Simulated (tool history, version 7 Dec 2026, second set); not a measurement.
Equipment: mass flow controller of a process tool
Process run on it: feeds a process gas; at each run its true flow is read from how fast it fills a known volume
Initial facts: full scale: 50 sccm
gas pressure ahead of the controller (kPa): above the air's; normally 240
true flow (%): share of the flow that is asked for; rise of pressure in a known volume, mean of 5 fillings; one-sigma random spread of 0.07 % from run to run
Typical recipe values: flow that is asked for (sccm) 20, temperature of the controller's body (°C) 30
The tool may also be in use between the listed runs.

run    hour  flow that is asked for (sccm)  gas pressure ahead of the controller (kPa)  temperature of the controller's body (°C)  true flow (%)
  1       0                             20                                         240                                         30          93.68
  2   440.7                             20                                         240                                         30          93.56
  3   883.9                             20                                         240                                         22          94.05
  4    1352                             20                                         240                                         22          93.82
  5  1666.2                             20                                         240                                         22          93.78
  6  2047.5                             20                                         240                                         30             93
  7  2349.3                             20                                         190                                         30          92.89
  8  2590.6                             20                                         190                                         30          92.68
  9  2837.3                             20                                         190                                         30          92.78
 10  3222.4                             42                                         240                                         30           94.5
 11  3452.1                             42                                         240                                         30          94.31
 12  3790.8                              5                                         240                                         30          86.23
 13    4146                             20                                         240                                         30          91.98
 14  4503.1                             20                                         240                                         30          91.87
 15  4905.3                             20                                         240                                         30          91.54
 16  5444.9                             20                                         240                                         38           90.7
 17  5682.4                             20                                         240                                         35          90.98
 18  6091.8                             20                                         240                                         35          90.75
 19  6536.5                             20                                         240                                         35          90.62
 20  6799.1                             20                                         240                                         30          90.99
 21  7116.4                             20                                         185                                         30          90.93
 22  7470.3                             20                                         223                                         30          90.58
 23  7749.5                              9                                         258                                         30          86.68
 24  8033.4                             20                                         240                                         31           90.3
 25  8415.3                             20                                         195                                         32          90.11
 26  8918.4                             10                                         163                                         30          86.64
     9202.1  -- controller exchanged for a calibrated one
 27  9224.6                             10                                         163                                         30          97.13
 28  9459.1                             10                                         163                                         30          96.88
 29  9736.1                              7                                         163                                         20          97.19

Run 30 comes next. What will it give?
 30  10276.3                              7                                         163                                         20              ?

Run 30 yielded true flow (%) 96.74.
On a tool with no hidden condition, and with the same random variation, this run would have come out at true flow (%) 97.84.
